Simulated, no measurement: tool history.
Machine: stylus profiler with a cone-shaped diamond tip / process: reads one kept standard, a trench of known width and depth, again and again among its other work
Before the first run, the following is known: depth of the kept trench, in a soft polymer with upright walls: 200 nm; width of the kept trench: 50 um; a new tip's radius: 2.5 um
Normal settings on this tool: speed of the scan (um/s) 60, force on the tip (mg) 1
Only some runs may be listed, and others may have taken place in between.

run    hour  speed of the scan (um/s)  force on the tip (mg)  depth of the trench (nm)  width of the trench's floor (um)
  1       0                        60                      1                    200.79                             47.08
  2    60.7                        60                   2.48                    201.93                             47.29
  3   104.6                        60                   2.48                    201.83                             47.28
  4   148.2                        60                      1                    200.89                             47.03
  5   210.3                        60                      1                    200.82                             47.01
  6   296.1                        60                      1                    200.79                             46.98
  7   360.9                        60                      1                    200.72                             47.05
  8   436.7                        60                   0.46                    200.09                             46.68
  9   508.1                       190                      1                    200.47                             45.69
 10   582.3                        60                      1                    200.66                             46.91
 11   664.7                        60                      1                    200.48                             46.94
 12   723.2                        60                      1                    200.53                             46.88
 13   778.2                        60                      1                    200.52                              46.9
 14   824.1                        60                   2.85                    201.67                             47.15
 15     899                        60                   2.85                    202.66                             47.03
 16   936.1                        60                   2.85                    202.59                             47.08
 17  1011.5                        60                      1                    201.31                             46.82
 18  1080.9                        60                   1.57                     201.7                             46.88
 19  1160.9                        60                   1.03                    201.31                             46.76
 20  1238.2                        60                   1.03                    201.11                             46.72
 21    1309                        68                   1.09                    201.13                             46.67
 22  1350.7                       141                      1                    201.13                             45.89
 23  1434.6                        62                   0.42                    200.53                             47.16
 24  1499.7                        62                   0.42                    200.64                             47.09
 25  1545.2                        62                   0.42                    200.65                             47.08
 26  1600.8                       156                   0.87                       201                              46.3
 27  1683.4                       156                   0.87                    201.02                             46.34
 28  1764.5                        85                   0.79                    200.92                             46.97
 29    1826                        60                   0.42                    200.51                             46.99
 30  1899.3                        60                   0.42                     200.5                             46.94
 31  1967.2                       152                   1.21                    201.12                             46.49
 32  2007.5                        89                   2.92                    202.37                             47.36
 33  2071.2                        66                   2.13                    201.72                             47.34
 34  2145.2                       194                   2.32                    201.84                             46.53
 35  2235.5                       194                   2.32                     201.8                             46.53
 36  2287.6                       194                   2.32                    201.81                             46.54
 37  2325.6                       208                   0.62                    200.39                              45.2
 38  2385.8                        53                      1                    200.72                             47.15
 39  2453.1                        53                      1                    200.69                             47.16
 40  2500.6                        53                      1                    200.72                             47.15

Not shown: 2 entries that the log had between the listed runs. Between which runs, and how does the tool's hidden state differ before and after?
After run 14, before run 15: height scale calibrated on a step standard (hour 836.4)
  radius of the tip, um: 4.28 -> 4.35; height scale over the true one, %: -0.389 -> 0.008
  measured less the result without the state, depth of the trench (nm): -0.79 -> +0.02; width of the trench's floor (um): -0.62 -> -0.65
After run 22, before run 23: new tip fitted, height scale calibrated (hour 1434.6)
  radius of the tip, um: 4.8 -> 2.57; height scale over the true one, %: -0.092 -> -0.059
  measured less the result without the state, depth of the trench (nm): -0.18 -> -0.12; width of the trench's floor (um): -0.79 -> -0.03
